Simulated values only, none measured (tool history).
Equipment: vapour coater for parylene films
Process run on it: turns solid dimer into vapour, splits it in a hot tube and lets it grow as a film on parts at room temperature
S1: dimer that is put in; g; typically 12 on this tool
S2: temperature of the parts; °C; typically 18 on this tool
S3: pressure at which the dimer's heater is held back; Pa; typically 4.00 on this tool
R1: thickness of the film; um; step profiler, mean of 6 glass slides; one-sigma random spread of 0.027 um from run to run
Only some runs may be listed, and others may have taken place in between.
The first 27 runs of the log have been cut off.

At hour 675.4: table's thermometer calibrated, once more.
Run 28, hour 680.6: usual settings but S3 8.14 Pa. Result: R1 1.98 um.
Run 29, hour 705.3: usual settings but S3 8.14 Pa. Result: R1 1.96 um.
At hour 722.9: trap's valve overhauled.
Run 30, hour 740.5: usual settings but S1 6 g, S3 9.52 Pa. Result: R1 1.11 um.
Run 31, hour 774.7: usual settings but S1 7 g, S2 28 °C, S3 4.99 Pa. Result: R1 1.07 um.
Run 32, hour 800.4: usual settings but S1 7 g, S2 28 °C, S3 4.99 Pa. Result: R1 1.08 um.
Run 33, hour 834.5: usual settings but S1 7 g, S2 28 °C, S3 4.99 Pa. Result: R1 1.00 um.
Run 34, hour 861.0: usual settings but S2 12 °C, S3 2.51 Pa. Result: R1 2.75 um.
Run 35, hour 885.2: usual settings but S2 12 °C, S3 2.51 Pa. Result: R1 2.78 um.
Run 36, hour 915.2: usual settings but S2 22 °C, S3 2.73 Pa. Result: R1 2.13 um.
Run 37, hour 932.4: usual settings but S1 21 g, S2 27 °C, S3 8.08 Pa. Result: R1 2.97 um.
Run 38, hour 947.5: usual settings but S1 21 g, S2 16 °C, S3 3.41 Pa. Result: R1 4.22 um.
Run 39, hour 965.5: usual settings but S1 21 g, S2 16 °C, S3 3.41 Pa. Result: R1 4.24 um.
Run 40, hour 997.9: usual settings but S1 21 g, S2 16 °C, S3 3.41 Pa. Result: R1 4.25 um.
Run 41, hour 1021.8: usual settings but S1 10 g, S2 23 °C. Result: R1 1.65 um.
Run 42, hour 1048.2: usual settings but S1 7 g, S2 22 °C, S3 5.55 Pa. Result: R1 1.13 um.
Run 43, hour 1070.8: usual settings but S1 20 g, S3 3.28 Pa. Result: R1 3.72 um.
Run 44, hour 1098.3: usual settings but S1 20 g, S3 3.28 Pa. Result: R1 3.74 um.
Run 45, hour 1127.7: usual settings but S1 5 g, S3 2.25 Pa. Result: R1 0.99 um.
Run 46, hour 1146.3: usual settings but S2 13 °C, S3 4.80 Pa. Result: R1 2.46 um.

5 options for the next run, each taken on its own from the tool as it stands now. Forecast them:
Run A, hour 1180.5: usual settings but S1 11 g, S2 15 °C, S3 4.74 Pa. Result: R1 ?.
Run B, hour 1180.5: usual settings but S2 11 °C. Result: R1 ?.
Run C, hour 1180.5: usual settings but S2 24 °C. Result: R1 ?.
Run D, hour 1180.5: usual settings but S1 6 g. Result: R1 ?.
Run E, hour 1180.5: usual settings but S1 13 g. Result: R1 ?.

run    R1
  A  2.11
  B  2.59
  C  1.91
  D  1.07
  E  2.40
Had the tool no hidden state, the same runs would have come out as:
run    R1
  A  2.26
  B  2.77
  C  2.04
  D  1.15
  E  2.57
